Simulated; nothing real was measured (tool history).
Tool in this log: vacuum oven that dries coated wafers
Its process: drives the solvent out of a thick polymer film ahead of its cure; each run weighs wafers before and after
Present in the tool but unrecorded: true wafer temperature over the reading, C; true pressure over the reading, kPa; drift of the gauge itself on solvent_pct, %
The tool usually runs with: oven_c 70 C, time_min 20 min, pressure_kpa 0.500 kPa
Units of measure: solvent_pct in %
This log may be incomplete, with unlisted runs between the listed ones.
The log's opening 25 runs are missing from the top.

run	hour	oven_c	time_min	pressure_kpa	hours of work since the thermocouples were calibrated	hours of work since the vacuum gauge was cleaned of residue	solvent_pct
26	1891.6	70	20	1.831	661	2719	2.52
27	1957.8	70	20	1.831	712	2769	2.46
28	2029.9	71	20	0.261	768	2825	1.62
# hour 2075.0: vacuum gauge cleaned of residue and calibrated
29	2076.3	71	20	0.261	802	1	1.28
30	2126.0	64	20	1.911	840	39	4.23
31	2223.4	64	20	1.911	915	114	4.16
32	2300.8	64	15	0.322	974	173	5.05
33	2376.8	70	20	0.685	1032	231	1.67
34	2454.1	70	20	0.685	1092	291	1.57
35	2501.0	70	20	1.272	1128	327	1.75

What if the next run were any one of these 4? Each begins from the tool's condition after run 35:
A	2607.5	60	21	1.272	1209	408	?
B	2607.5	70	11	0.500	1209	408	?
C	2607.5	79	12	0.467	1209	408	?
D	2607.5	70	20	1.521	1209	408	?

run	solvent_pct
A	5.20
B	4.15
C	0.97
D	1.77
Without the tool's unlogged condition, the same runs would have read:
run	solvent_pct
A	6.32
B	5.18
C	1.45
D	2.44
